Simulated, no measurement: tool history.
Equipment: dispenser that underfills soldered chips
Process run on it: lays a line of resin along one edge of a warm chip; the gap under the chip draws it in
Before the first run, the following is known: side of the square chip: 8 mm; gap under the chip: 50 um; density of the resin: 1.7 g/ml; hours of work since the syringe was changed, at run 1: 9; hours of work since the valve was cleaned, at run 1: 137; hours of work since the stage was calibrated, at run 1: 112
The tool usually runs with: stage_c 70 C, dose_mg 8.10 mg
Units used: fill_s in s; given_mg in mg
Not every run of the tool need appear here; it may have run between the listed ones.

run	hour	stage_c	dose_mg	hours of work since the syringe was changed	hours of work since the valve was cleaned	hours of work since the stage was calibrated	fill_s	given_mg
1	0.0	70	8.10	9	137	112	42.6	7.40
# hour 0.7: new syringe of resin
# hour 4.2: dispensing valve cleaned and set on the balance
2	5.5	63	8.10	3	1	115	41.0	8.16
3	10.2	63	8.10	7	5	119	52.6	8.09
4	13.9	63	8.10	10	8	122	63.7	7.99
# hour 14.4: new syringe of resin
5	18.2	70	8.10	3	11	125	27.5	8.12
6	20.7	70	7.19	5	13	127	32.6	7.20
7	23.9	70	8.10	7	15	129	37.8	8.03
# hour 27.4: new syringe of resin
8	27.8	61	8.10	0	18	132	40.3	8.02
9	30.1	61	9.77	2	20	134	43.4	9.66
10	34.4	56	7.27	5	23	137	74.9	7.20
11	38.7	71	9.34	9	27	141	38.6	9.16
# hour 40.2: new syringe of resin
12	41.1	71	9.34	1	28	142	22.3	9.23
13	44.0	59	8.79	3	31	144	50.8	8.61
14	47.1	59	8.79	5	33	147	59.5	8.54
15	49.8	59	8.79	8	35	149	69.8	8.59
# hour 53.1: new syringe of resin
16	54.3	59	8.86	1	38	152	45.0	8.64

What if the next run were any one of these 4? Each begins from the tool's condition after run 16:
A	58.2	60	8.10	4	41	155	?	?
B	58.2	58	8.10	4	41	155	?	?
C	58.2	59	9.65	4	41	155	?	?
D	58.2	78	9.50	4	41	155	?	?

run	fill_s	given_mg
A	51.5	7.92
B	59.2	7.89
C	54.3	9.35
D	18.9	9.16
What these runs would have given with no unlogged condition in the tool:
run	fill_s	given_mg
A	38.9	8.14
B	44.8	8.11
C	41.2	9.61
D	14.4	9.42

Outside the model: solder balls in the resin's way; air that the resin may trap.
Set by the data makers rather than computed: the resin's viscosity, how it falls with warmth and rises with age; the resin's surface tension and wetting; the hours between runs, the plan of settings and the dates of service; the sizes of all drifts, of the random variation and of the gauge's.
